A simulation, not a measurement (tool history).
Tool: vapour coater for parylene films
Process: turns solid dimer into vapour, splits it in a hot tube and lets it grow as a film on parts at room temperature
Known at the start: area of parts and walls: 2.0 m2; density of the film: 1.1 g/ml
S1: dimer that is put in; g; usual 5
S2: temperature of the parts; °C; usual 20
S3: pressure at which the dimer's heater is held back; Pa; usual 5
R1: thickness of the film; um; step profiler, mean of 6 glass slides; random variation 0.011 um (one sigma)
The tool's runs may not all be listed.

Run 1, hour 0: usual settings. Result: R1 1.61 um.
Run 2, hour 27: usual settings but S3 2.06 Pa. Result: R1 1.82 um.
Run 3, hour 64.5: usual settings but S2 18 °C. Result: R1 1.65 um.
Run 4, hour 100.6: usual settings but S3 6.49 Pa. Result: R1 1.48 um.
Run 5, hour 138: usual settings but S3 6.49 Pa. Result: R1 1.48 um.
Run 6, hour 172.6: usual settings but S3 6.49 Pa. Result: R1 1.48 um.
At hour 179.7: trap's valve overhauled.
Run 7, hour 202.8: usual settings. Result: R1 1.44 um.
Run 8, hour 226: usual settings. Result: R1 1.43 um.
Run 9, hour 269.2: usual settings but S2 15 °C, S3 8.31 Pa. Result: R1 1.46 um.
Run 10, hour 306.8: usual settings but S1 2 g. Result: R1 0.56 um.
Run 11, hour 334.6: usual settings but S1 3 g, S3 8.25 Pa. Result: R1 0.75 um.
At hour 344.3: trap's valve overhauled, once more.
Run 12, hour 376.1: usual settings but S1 8 g, S2 24 °C, S3 5.47 Pa. Result: R1 2.35 um.
Run 13, hour 416.2: usual settings but S1 6 g, S2 17 °C, S3 4.33 Pa. Result: R1 2.13 um.
Run 14, hour 438.5: usual settings but S1 3 g. Result: R1 0.98 um.
Run 15, hour 461.6: usual settings but S1 3 g. Result: R1 0.96 um.

Forecast each of these 3 alternatives for the next run:
Run A, hour 480.2: usual settings but S1 3 g, S2 12 °C, S3 8.33 Pa. Result: R1 ?.
Run B, hour 480.2: usual settings but S1 3 g, S2 18 °C, S3 7.75 Pa. Result: R1 ?.
Run C, hour 480.2: usual settings but S1 4 g, S2 17 °C. Result: R1 ?.

run    R1
  A  1.06
  B  0.92
  C  1.37
Without the tool's hidden state the same runs would have given:
run    R1
  A  1.11
  B  0.96
  C  1.43

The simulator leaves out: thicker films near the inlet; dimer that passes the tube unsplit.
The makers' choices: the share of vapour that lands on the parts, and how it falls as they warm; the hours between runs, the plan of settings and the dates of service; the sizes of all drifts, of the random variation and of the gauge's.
